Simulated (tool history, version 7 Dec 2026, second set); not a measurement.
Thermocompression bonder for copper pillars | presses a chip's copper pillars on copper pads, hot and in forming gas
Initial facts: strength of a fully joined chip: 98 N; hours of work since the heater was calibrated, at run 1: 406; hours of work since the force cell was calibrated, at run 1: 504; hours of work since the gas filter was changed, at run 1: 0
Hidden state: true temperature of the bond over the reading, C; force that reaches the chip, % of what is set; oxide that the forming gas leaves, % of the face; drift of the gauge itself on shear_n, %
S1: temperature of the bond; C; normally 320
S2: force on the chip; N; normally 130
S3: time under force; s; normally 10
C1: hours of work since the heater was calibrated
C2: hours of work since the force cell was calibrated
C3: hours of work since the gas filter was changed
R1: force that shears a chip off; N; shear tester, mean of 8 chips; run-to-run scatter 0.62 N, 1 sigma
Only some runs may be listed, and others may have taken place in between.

run	hour	S1	S2	S3	C1	C2	C3	R1
1	0.0	320	130	10	406	504	0	34.3
2	19.1	320	130	10	421	519	14	33.8
3	41.5	320	130	10	438	536	31	33.8
4	71.7	320	130	10	461	559	54	33.0
5	84.9	320	130	10	471	569	64	33.1
6	115.8	314	130	10	494	592	88	30.5
7	140.2	314	130	10	512	610	106	30.9
8	168.6	320	130	23	534	632	128	45.4
9	196.1	320	130	23	555	653	148	44.5
10	216.9	308	130	10	570	669	164	26.5
11	235.5	341	130	10	585	683	178	42.1
12	258.7	341	130	10	602	700	196	41.8
13	273.6	341	87	10	613	711	207	28.3
14	300.6	341	87	10	634	732	227	28.6
# hour 331.6: force cell calibrated
15	332.4	320	81	10	657	1	250	20.7
16	351.0	320	81	10	671	15	264	19.7
17	364.9	320	81	10	681	25	275	21.2
# hour 367.1: forming gas filter changed
18	379.9	320	130	10	692	36	10	34.7
19	394.8	320	185	10	703	47	21	45.7
20	427.0	347	130	10	728	72	45	47.2
21	458.1	347	130	10	751	95	69	48.2
# hour 462.9: heater calibrated with a thermocouple chip
22	490.4	301	80	15	21	118	92	17.6
23	510.0	301	80	15	36	133	107	17.0
# hour 529.5: heater calibrated with a thermocouple chip, once more
24	535.0	349	166	13	4	150	124	63.9
25	548.9	320	184	24	15	161	134	60.6
26	573.3	320	110	9	33	179	153	27.7
27	604.8	320	110	9	57	203	177	26.7
28	620.0	320	110	9	68	215	188	27.3
29	637.5	320	110	9	82	228	201	27.6
30	667.5	320	159	15	104	251	224	47.1
31	688.8	320	145	5	120	267	240	27.3
32	715.2	341	127	12	140	287	260	44.4
33	734.4	341	127	12	155	301	275	44.7
# hour 736.7: forming gas filter changed
34	756.9	296	178	23	172	318	15	43.4
35	779.0	320	190	11	188	334	32	48.2
36	808.4	320	130	26	210	357	54	48.2
37	830.7	322	130	10	227	374	71	33.6
38	852.9	312	130	13	244	390	88	33.7
39	867.3	320	113	10	255	401	99	30.0

Pick out some run-to-run changes in R1. Of each, how much would a tool without hidden state show as well, from the settings, what came in and chance, and how much is left for the hidden state and any gauge scatter not in both results compared?
Run 10 -> 11: S1 308 -> 341. R1 +15.6 N: hidden state -1.7, all else +17.3.
Run 14 -> 15: S1 341 -> 320, S2 87 -> 81, force cell calibrated. R1 -7.9 N: hidden state +2.1, all else -10.0.
Run 21 -> 22: S1 347 -> 301, S2 130 -> 80, S3 10 -> 15, heater calibrated with a thermocouple chip. R1 -30.6 N: hidden state +0.9, all else -31.5.
Run 23 -> 24: S1 301 -> 349, S2 80 -> 166, S3 15 -> 13, heater calibrated with a thermocouple chip, once more. R1 +46.9 N: hidden state -0.4, all else +47.3.
Run 25 -> 26: S2 184 -> 110, S3 24 -> 9. R1 -32.9 N: hidden state +1.1, all else -34.0.
Run 33 -> 34: S1 341 -> 296, S2 127 -> 178, S3 12 -> 23, forming gas filter changed. R1 -1.3 N: hidden state +2.4, all else -3.7.
